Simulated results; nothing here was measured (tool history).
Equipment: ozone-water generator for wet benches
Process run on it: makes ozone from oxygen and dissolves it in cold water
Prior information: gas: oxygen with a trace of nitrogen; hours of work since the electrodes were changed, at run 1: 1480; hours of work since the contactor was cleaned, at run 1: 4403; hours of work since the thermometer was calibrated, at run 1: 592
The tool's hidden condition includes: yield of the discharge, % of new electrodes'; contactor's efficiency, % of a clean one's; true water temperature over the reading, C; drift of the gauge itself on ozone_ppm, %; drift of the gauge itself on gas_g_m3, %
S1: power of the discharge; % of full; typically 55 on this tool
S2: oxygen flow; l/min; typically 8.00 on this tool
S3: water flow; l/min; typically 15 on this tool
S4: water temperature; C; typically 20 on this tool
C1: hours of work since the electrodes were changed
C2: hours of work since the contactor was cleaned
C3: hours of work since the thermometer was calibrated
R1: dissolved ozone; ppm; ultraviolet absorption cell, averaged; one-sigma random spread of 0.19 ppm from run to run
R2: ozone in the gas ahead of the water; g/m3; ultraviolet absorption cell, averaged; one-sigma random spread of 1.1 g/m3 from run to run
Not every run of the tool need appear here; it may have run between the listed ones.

| run | hour | S1 | S2 | S3 | S4 | C1 | C2 | C3 | R1 | R2 |
|---|---|---|---|---|---|---|---|---|---|---|
| 1 | 0.0 | 55 | 8.00 | 15 | 20 | 1480 | 4403 | 592 | 24.5 | 199.2 |
| 2 | 40.8 | 55 | 8.00 | 15 | 20 | 1510 | 4433 | 623 | 24.3 | 199.5 |
| 3 | 77.2 | 55 | 8.00 | 12 | 20 | 1538 | 4461 | 650 | 27.7 | 198.2 |
| 4 | 123.7 | 55 | 8.00 | 12 | 20 | 1572 | 4496 | 685 | 28.1 | 200.7 |
| 5 | 165.1 | 55 | 8.00 | 12 | 20 | 1603 | 4527 | 716 | 27.6 | 197.8 |
| 6 | 213.7 | 55 | 8.00 | 15 | 20 | 1640 | 4563 | 752 | 24.2 | 198.5 |
| 7 | 242.1 | 55 | 4.33 | 15 | 20 | 1661 | 4584 | 774 | 27.6 | 293.0 |
| 8 | 282.0 | 55 | 4.33 | 15 | 20 | 1691 | 4614 | 804 | 27.6 | 291.2 |
| 9 | 341.4 | 55 | 8.00 | 15 | 20 | 1736 | 4659 | 848 | 24.2 | 198.9 |
| 10 | 396.2 | 60 | 8.00 | 15 | 20 | 1777 | 4700 | 889 | 25.6 | 213.1 |
| 11 | 430.0 | 55 | 8.00 | 23 | 20 | 1802 | 4725 | 915 | 17.9 | 197.1 |
| 12 | 468.6 | 55 | 12.76 | 23 | 20 | 1831 | 4754 | 944 | 15.9 | 147.1 |
| 13 | 498.0 | 55 | 12.76 | 23 | 20 | 1853 | 4776 | 966 | 15.9 | 148.1 |
| 14 | 543.9 | 55 | 12.76 | 23 | 20 | 1887 | 4811 | 1000 | 15.9 | 147.1 |
| 15 | 573.2 | 55 | 8.00 | 15 | 20 | 1909 | 4833 | 1022 | 23.7 | 200.3 |
| 16 | 608.9 | 55 | 8.00 | 15 | 20 | 1936 | 4859 | 1049 | 24.2 | 197.9 |
| 17 | 663.5 | 55 | 8.00 | 15 | 20 | 1977 | 4900 | 1090 | 24.3 | 198.2 |
| 18 | 714.6 | 55 | 8.00 | 15 | 20 | 2015 | 4939 | 1128 | 24.0 | 198.3 |
|  | 721.6 | contactor cleaned |
| 19 | 759.6 | 55 | 11.00 | 16 | 14 | 2046 | 28 | 1159 | 22.5 | 159.9 |
| 20 | 820.5 | 55 | 11.00 | 16 | 14 | 2092 | 74 | 1204 | 22.5 | 160.7 |
| 21 | 882.5 | 55 | 8.00 | 20 | 15 | 2138 | 121 | 1251 | 20.6 | 197.9 |
| 22 | 941.1 | 55 | 7.71 | 22 | 20 | 2182 | 165 | 1295 | 17.4 | 202.4 |
|  | 982.3 | contactor cleaned, once more |
| 23 | 1003.6 | 91 | 4.54 | 12 | 19 | 2226 | 16 | 1339 | 50.3 | 419.1 |
| 24 | 1041.8 | 91 | 4.54 | 12 | 19 | 2255 | 45 | 1367 | 50.5 | 414.1 |
| 25 | 1072.4 | 91 | 4.54 | 12 | 19 | 2278 | 68 | 1390 | 50.3 | 415.0 |
| 26 | 1129.1 | 65 | 6.23 | 11 | 19 | 2320 | 110 | 1433 | 38.0 | 263.2 |
| 27 | 1165.8 | 65 | 6.23 | 11 | 19 | 2348 | 138 | 1460 | 38.2 | 263.3 |
| 28 | 1215.5 | 45 | 5.11 | 17 | 20 | 2385 | 175 | 1498 | 21.9 | 226.5 |
| 29 | 1247.8 | 55 | 6.50 | 15 | 23 | 2409 | 199 | 1522 | 25.4 | 224.4 |
| 30 | 1280.0 | 55 | 6.50 | 15 | 23 | 2433 | 223 | 1546 | 25.1 | 225.3 |
| 31 | 1312.6 | 44 | 7.58 | 16 | 14 | 2458 | 248 | 1570 | 23.3 | 172.5 |
| 32 | 1346.0 | 44 | 4.14 | 16 | 14 | 2483 | 273 | 1595 | 25.5 | 254.5 |
| 33 | 1372.7 | 82 | 6.30 | 12 | 14 | 2503 | 293 | 1615 | 47.1 | 308.9 |
| 34 | 1404.1 | 82 | 6.30 | 12 | 14 | 2526 | 316 | 1639 | 47.0 | 307.0 |

Predict each of these 3 candidate next runs independently; none follows another, all start after run 34:
| A | 1437.3 | 66 | 6.30 | 19 | 14 | 2551 | 341 | 1664 | ? | ? |
| B | 1437.3 | 64 | 8.00 | 17 | 20 | 2551 | 341 | 1664 | ? | ? |
| C | 1437.3 | 82 | 10.09 | 10 | 19 | 2551 | 341 | 1664 | ? | ? |

| run | R1 | R2 |
|---|---|---|
| A | 28.6 | 260.5 |
| B | 26.1 | 221.7 |
| C | 39.5 | 226.2 |
Without the tool's hidden state the same runs would have given:
| run | R1 | R2 |
|---|---|---|
| A | 30.4 | 274.7 |
| B | 27.7 | 233.4 |
| C | 42.3 | 240.7 |

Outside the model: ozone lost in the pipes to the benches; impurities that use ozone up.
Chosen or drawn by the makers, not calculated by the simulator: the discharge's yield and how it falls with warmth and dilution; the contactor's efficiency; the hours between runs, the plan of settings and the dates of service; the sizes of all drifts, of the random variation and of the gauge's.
